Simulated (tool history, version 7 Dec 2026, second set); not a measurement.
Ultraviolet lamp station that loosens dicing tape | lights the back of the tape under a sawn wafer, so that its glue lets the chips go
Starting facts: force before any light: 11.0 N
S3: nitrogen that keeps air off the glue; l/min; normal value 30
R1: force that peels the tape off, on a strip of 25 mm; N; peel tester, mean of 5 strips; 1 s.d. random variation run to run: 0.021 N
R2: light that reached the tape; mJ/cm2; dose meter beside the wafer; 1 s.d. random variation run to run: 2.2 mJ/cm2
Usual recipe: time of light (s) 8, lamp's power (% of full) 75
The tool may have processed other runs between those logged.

{"run": 1, "hour": 0.0, "time of light (s)": 8, "lamp's power (% of full)": 75, "S3": 30, "R1": 1.011, "R2": 207}
{"run": 2, "hour": 6.2, "time of light (s)": 8, "lamp's power (% of full)": 75, "S3": 55, "R1": 0.638, "R2": 203}
{"hour": 10.9, "done": "window cleaned of glue's vapour"}
{"run": 3, "hour": 13.9, "time of light (s)": 8, "lamp's power (% of full)": 66, "S3": 30, "R1": 1.335, "R2": 178}
{"run": 4, "hour": 21.4, "time of light (s)": 8, "lamp's power (% of full)": 66, "S3": 30, "R1": 1.285, "R2": 180}
{"run": 5, "hour": 28.2, "time of light (s)": 8, "lamp's power (% of full)": 66, "S3": 30, "R1": 1.358, "R2": 184}
{"run": 6, "hour": 39.1, "time of light (s)": 8, "lamp's power (% of full)": 75, "S3": 30, "R1": 1.053, "R2": 204}
{"run": 7, "hour": 50.8, "time of light (s)": 8, "lamp's power (% of full)": 75, "S3": 30, "R1": 1.037, "R2": 203}
{"run": 8, "hour": 62.4, "time of light (s)": 8, "lamp's power (% of full)": 75, "S3": 30, "R1": 1.041, "R2": 202}
{"run": 9, "hour": 71.5, "time of light (s)": 8, "lamp's power (% of full)": 75, "S3": 30, "R1": 1.03, "R2": 203}
{"run": 10, "hour": 82.3, "time of light (s)": 8, "lamp's power (% of full)": 75, "S3": 30, "R1": 1.045, "R2": 204}
{"run": 11, "hour": 94.3, "time of light (s)": 8, "lamp's power (% of full)": 75, "S3": 30, "R1": 1.034, "R2": 204}
{"run": 12, "hour": 99.8, "time of light (s)": 6, "lamp's power (% of full)": 98, "S3": 40, "R1": 0.845, "R2": 199}
{"run": 13, "hour": 111.2, "time of light (s)": 6, "lamp's power (% of full)": 98, "S3": 40, "R1": 0.867, "R2": 200}
{"run": 14, "hour": 120.2, "time of light (s)": 8, "lamp's power (% of full)": 62, "S3": 46, "R1": 1.133, "R2": 163}
{"run": 15, "hour": 131.1, "time of light (s)": 5, "lamp's power (% of full)": 75, "S3": 30, "R1": 2.323, "R2": 127}
{"run": 16, "hour": 139.4, "time of light (s)": 6, "lamp's power (% of full)": 61, "S3": 30, "R1": 2.511, "R2": 127}
{"run": 17, "hour": 149.0, "time of light (s)": 8, "lamp's power (% of full)": 61, "S3": 25, "R1": 1.789, "R2": 167}
{"run": 18, "hour": 157.9, "time of light (s)": 8, "lamp's power (% of full)": 61, "S3": 25, "R1": 1.704, "R2": 166}
{"run": 19, "hour": 163.5, "time of light (s)": 15, "lamp's power (% of full)": 71, "S3": 31, "R1": 0.256, "R2": 361}
{"run": 20, "hour": 170.8, "time of light (s)": 6, "lamp's power (% of full)": 94, "S3": 38, "R1": 0.979, "R2": 191}

3 options for the next run, each taken on its own from the tool as it stands now. Forecast them:
{"run": "A", "hour": 177.8, "time of light (s)": 6, "lamp's power (% of full)": 79, "S3": 39, "R1": "?", "R2": "?"}
{"run": "B", "hour": 177.8, "time of light (s)": 6, "lamp's power (% of full)": 78, "S3": 38, "R1": "?", "R2": "?"}
{"run": "C", "hour": 177.8, "time of light (s)": 7, "lamp's power (% of full)": 91, "S3": 16, "R1": "?", "R2": "?"}

run=A R1=1.386 R2=163
run=B R1=1.454 R2=162
run=C R1=1.510 R2=217
Had the tool no hidden state, the same runs would have come out as:
run=A R1=1.384 R2=163
run=B R1=1.452 R2=162
run=C R1=1.507 R2=217

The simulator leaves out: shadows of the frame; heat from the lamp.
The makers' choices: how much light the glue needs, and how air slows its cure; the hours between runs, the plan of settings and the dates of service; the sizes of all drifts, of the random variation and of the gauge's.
